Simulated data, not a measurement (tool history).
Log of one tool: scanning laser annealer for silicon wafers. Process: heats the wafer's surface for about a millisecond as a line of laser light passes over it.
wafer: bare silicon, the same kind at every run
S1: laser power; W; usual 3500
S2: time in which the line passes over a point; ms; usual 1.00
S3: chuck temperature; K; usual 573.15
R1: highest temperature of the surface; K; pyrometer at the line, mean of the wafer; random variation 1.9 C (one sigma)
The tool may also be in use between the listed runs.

{"run": 1, "hour": 0.0, "S1": 3500, "S2": 1.0, "S3": 573.15, "R1": 1341.15}
{"run": 2, "hour": 13.4, "S1": 3225, "S2": 1.0, "S3": 573.15, "R1": 1283.15}
{"run": 3, "hour": 22.6, "S1": 3225, "S2": 1.0, "S3": 573.15, "R1": 1279.15}
{"run": 4, "hour": 35.7, "S1": 3500, "S2": 0.86, "S3": 573.15, "R1": 1282.15}
{"run": 5, "hour": 50.1, "S1": 3500, "S2": 0.86, "S3": 573.15, "R1": 1279.15}
{"run": 6, "hour": 64.3, "S1": 3500, "S2": 1.0, "S3": 597.15, "R1": 1364.15}
{"run": 7, "hour": 77.5, "S1": 3500, "S2": 1.0, "S3": 550.15, "R1": 1314.15}
{"run": 8, "hour": 92.4, "S1": 3500, "S2": 1.0, "S3": 550.15, "R1": 1313.15}
{"run": 9, "hour": 100.2, "S1": 3500, "S2": 0.83, "S3": 536.15, "R1": 1223.15}
{"run": 10, "hour": 107.0, "S1": 3198, "S2": 1.0, "S3": 573.15, "R1": 1267.15}
{"run": 11, "hour": 119.6, "S1": 3415, "S2": 1.0, "S3": 538.15, "R1": 1277.15}
{"run": 12, "hour": 129.9, "S1": 3415, "S2": 1.0, "S3": 538.15, "R1": 1278.15}

Forecast each of these 5 alternatives for the next run:
{"run": "A", "hour": 138.8, "S1": 3743, "S2": 1.18, "S3": 542.15, "R1": "?"}
{"run": "B", "hour": 138.8, "S1": 3011, "S2": 0.85, "S3": 538.15, "R1": "?"}
{"run": "C", "hour": 138.8, "S1": 3415, "S2": 1.19, "S3": 538.15, "R1": "?"}
{"run": "D", "hour": 138.8, "S1": 3640, "S2": 1.12, "S3": 541.15, "R1": "?"}
{"run": "E", "hour": 138.8, "S1": 3500, "S2": 1.23, "S3": 573.15, "R1": "?"}

run=A R1=1427.15
run=B R1=1136.15
run=C R1=1350.15
run=D R1=1379.15
run=E R1=1417.15
Without the tool's hidden state the same runs would have given:
run=A R1=1463.15
run=B R1=1161.15
run=C R1=1383.15
run=D R1=1413.15
run=E R1=1451.15
